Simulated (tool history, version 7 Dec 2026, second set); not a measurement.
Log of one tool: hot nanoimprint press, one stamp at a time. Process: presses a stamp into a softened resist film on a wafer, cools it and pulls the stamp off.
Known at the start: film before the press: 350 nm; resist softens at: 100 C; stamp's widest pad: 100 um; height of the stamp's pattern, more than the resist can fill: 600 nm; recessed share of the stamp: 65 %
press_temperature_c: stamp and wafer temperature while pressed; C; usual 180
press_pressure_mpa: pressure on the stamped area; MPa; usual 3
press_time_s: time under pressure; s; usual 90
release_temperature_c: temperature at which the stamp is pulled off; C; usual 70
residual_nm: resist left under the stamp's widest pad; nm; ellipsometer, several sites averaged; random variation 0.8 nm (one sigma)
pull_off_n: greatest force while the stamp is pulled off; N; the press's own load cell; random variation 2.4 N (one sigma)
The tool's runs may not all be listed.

| run | hour | press_temperature_c | press_pressure_mpa | press_time_s | release_temperature_c | residual_nm | pull_off_n |
|---|---|---|---|---|---|---|---|
| 1 | 0 | 180 | 3 | 90 | 70 | 169.3 | 112 |
| 2 | 19.7 | 170 | 3 | 90 | 70 | 231.1 | 115 |
| 3 | 49.5 | 170 | 3 | 90 | 70 | 233.9 | 119 |
| 4 | 65.1 | 170 | 3 | 90 | 70 | 233.3 | 125 |
| 5 | 89.4 | 170 | 3 | 90 | 70 | 234.3 | 123 |
|  | 114.9 | plate thermocouple calibrated |
| 6 | 118.3 | 170 | 3 | 90 | 70 | 239.6 | 132 |
| 7 | 144.6 | 170 | 3 | 90 | 70 | 240.3 | 138 |
| 8 | 167.8 | 170 | 3 | 90 | 70 | 240 | 141 |
| 9 | 200.4 | 180 | 3 | 90 | 70 | 176.7 | 147 |
| 10 | 230.9 | 180 | 3 | 90 | 70 | 177.6 | 148 |
| 11 | 262.8 | 180 | 3 | 90 | 70 | 178.3 | 147 |
|  | 280.9 | plate thermocouple calibrated, once more |
| 12 | 282 | 180 | 3 | 90 | 70 | 157.7 | 147 |
| 13 | 301 | 180 | 3 | 90 | 70 | 160.2 | 145 |
|  | 324.7 | stamp cleaned and given a new release coat |
| 14 | 336.5 | 180 | 3 | 90 | 70 | 159.2 | 108 |
| 15 | 351.2 | 180 | 3 | 90 | 70 | 158 | 107 |
| 16 | 369.2 | 180 | 3 | 90 | 70 | 160.9 | 112 |
| 17 | 399.4 | 187 | 3 | 90 | 72 | 126.5 | 114 |
| 18 | 417.4 | 180 | 3 | 96 | 70 | 158 | 120 |
| 19 | 438.8 | 168 | 3 | 90 | 70 | 235.4 | 119 |
| 20 | 467 | 181 | 3 | 90 | 67 | 157.8 | 135 |
| 21 | 501.7 | 181 | 3 | 90 | 77 | 157.3 | 110 |
| 22 | 527.3 | 181 | 3 | 90 | 77 | 157.1 | 116 |
| 23 | 556.5 | 187 | 4.52 | 90 | 77 | 105.8 | 119 |
| 24 | 571.7 | 183 | 2.77 | 155 | 62 | 123.5 | 169 |
| 25 | 589.2 | 184 | 3.12 | 72 | 69 | 154.7 | 149 |
|  | 612.8 | press's hydraulic seals changed and the load cell set to zero |
| 26 | 632.8 | 184 | 4.51 | 146 | 70 | 94.6 | 144 |
| 27 | 650.5 | 180 | 3 | 108 | 69 | 151.6 | 163 |
|  | 669.1 | stamp cleaned and given a new release coat |
| 28 | 684.5 | 168 | 3 | 177 | 69 | 194 | 112 |
| 29 | 703.6 | 190 | 4.26 | 89 | 60 | 98.7 | 137 |
| 30 | 733.1 | 179 | 1.86 | 89 | 60 | 207.6 | 146 |
| 31 | 756.1 | 190 | 1.86 | 83 | 76 | 150.9 | 106 |

3 ways to go on from here, each from the tool as it stands after run 31. What would each give?
| A | 780.6 | 190 | 1.86 | 82 | 76 | ? | ? |
| B | 780.6 | 170 | 1.86 | 80 | 60 | ? | ? |
| C | 780.6 | 190 | 4.32 | 83 | 69 | ? | ? |

| run | residual_nm | pull_off_n |
|---|---|---|
| A | 152.7 | 111 |
| B | 266.9 | 157 |
| C | 100.9 | 134 |
Without the tool's hidden state the same runs would have given:
| run | residual_nm | pull_off_n |
|---|---|---|
| A | 146.8 | 95 |
| B | 259.8 | 135 |
| C | 96.3 | 114 |
